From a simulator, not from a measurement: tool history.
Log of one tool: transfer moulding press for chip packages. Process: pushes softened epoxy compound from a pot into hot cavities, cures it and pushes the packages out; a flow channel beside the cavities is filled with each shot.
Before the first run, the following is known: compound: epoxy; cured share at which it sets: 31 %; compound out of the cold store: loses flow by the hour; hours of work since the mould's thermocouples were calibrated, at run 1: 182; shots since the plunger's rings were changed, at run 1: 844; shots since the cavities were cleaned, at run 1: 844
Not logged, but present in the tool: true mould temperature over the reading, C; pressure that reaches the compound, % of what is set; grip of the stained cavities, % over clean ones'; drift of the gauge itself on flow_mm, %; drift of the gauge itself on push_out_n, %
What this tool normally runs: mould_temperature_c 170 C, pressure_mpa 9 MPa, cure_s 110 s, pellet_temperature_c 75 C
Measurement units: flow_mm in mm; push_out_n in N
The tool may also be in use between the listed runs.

run	hour	mould_temperature_c	pressure_mpa	cure_s	pellet_temperature_c	hours of work since the mould's thermocouples were calibrated	shots since the plunger's rings were changed	shots since the cavities were cleaned	incoming compound's hours out of the cold store	flow_mm	push_out_n
1	0	170	9	110	75	182	844	844	34.7	919	373
2	11.9	170	9	110	75	191	980	980	16.9	964	383
3	27.4	170	9	110	75	202	1157	1157	41.3	898	385
# hour 33.4: cavities cleaned with cleaning compound and waxed
4	39.7	170	9	110	75	209	1280	72	14.2	963	232
5	61.3	170	9	110	75	225	1527	319	17.2	958	314
6	76.1	170	9	110	75	236	1697	489	36.1	904	353
7	91.2	170	9	110	75	246	1869	661	24.8	928	359
8	113.1	170	9.54	110	75	262	2120	912	28.4	947	385
9	122.5	170	9	110	75	269	2228	1020	22.5	939	366
10	132.5	170	9	110	75	276	2342	1134	38.8	902	385
# hour 141.1: cavities cleaned with cleaning compound and waxed
11	145	170	9	110	75	284	2468	45	45.5	868	208
# hour 148.5: mould's thermocouples calibrated
12	165.7	170	9	132	75	12	2682	259	34.5	907	266
13	176.2	165	9	132	75	20	2802	379	13.7	970	322
14	192.7	163	9	132	75	32	2991	568	14.8	963	372
15	211.6	163	8.43	132	65	45	3207	784	21.5	921	399
16	230.6	170	8.71	123	80	59	3424	1001	14.3	925	357
# hour 249.4: cavities cleaned with cleaning compound and waxed
17	251.6	170	9	110	69	73	3648	26	14.2	932	205
# hour 256.9: mould's thermocouples calibrated, once more
18	269.5	170	8.31	110	75	9	3829	207	17.4	894	299
19	286.7	170	8.31	110	75	21	4026	404	32.8	856	319
20	303.1	163	8.33	136	78	33	4213	591	41.3	862	370
21	323.9	172	9	134	81	48	4451	829	31.5	882	330
22	341.2	172	9	134	81	60	4649	1027	25.9	891	331
23	352.6	176	9	110	75	69	4779	1157	28.1	873	339
# hour 358.9: cavities cleaned with cleaning compound and waxed
24	375.7	176	9	110	75	84	5027	193	38.5	841	251
25	393.9	174	9	110	75	97	5235	401	31.4	869	309
26	403.3	174	9	110	75	104	5342	508	30.1	870	315
27	424.2	169	9	127	75	119	5582	748	17.2	917	330
28	442.5	169	9	106	75	132	5790	956	27.4	890	427

Below are 4 alternative next runs, each starting from the tool's condition after run 28. Predict each:
# hour 465.5: cavities cleaned with cleaning compound and waxed
A	465.9	170	9	102	75	148	6041	5	38.5	?	?
# hour 465.5: cavities cleaned with cleaning compound and waxed
B	465.9	170	9.61	100	75	148	6041	5	11.6	?	?
# hour 465.5: cavities cleaned with cleaning compound and waxed
C	465.9	177	9	123	70	148	6041	5	12	?	?
# hour 465.5: cavities cleaned with cleaning compound and waxed
D	465.9	172	9	110	75	148	6041	5	10.8	?	?

run	flow_mm	push_out_n
A	858	204
B	946	230
C	886	171
D	914	181
With the hidden condition removed and each run's random variation left untouched, the same runs would have given:
run	flow_mm	push_out_n
A	925	199
B	1020	224
C	956	166
D	986	176
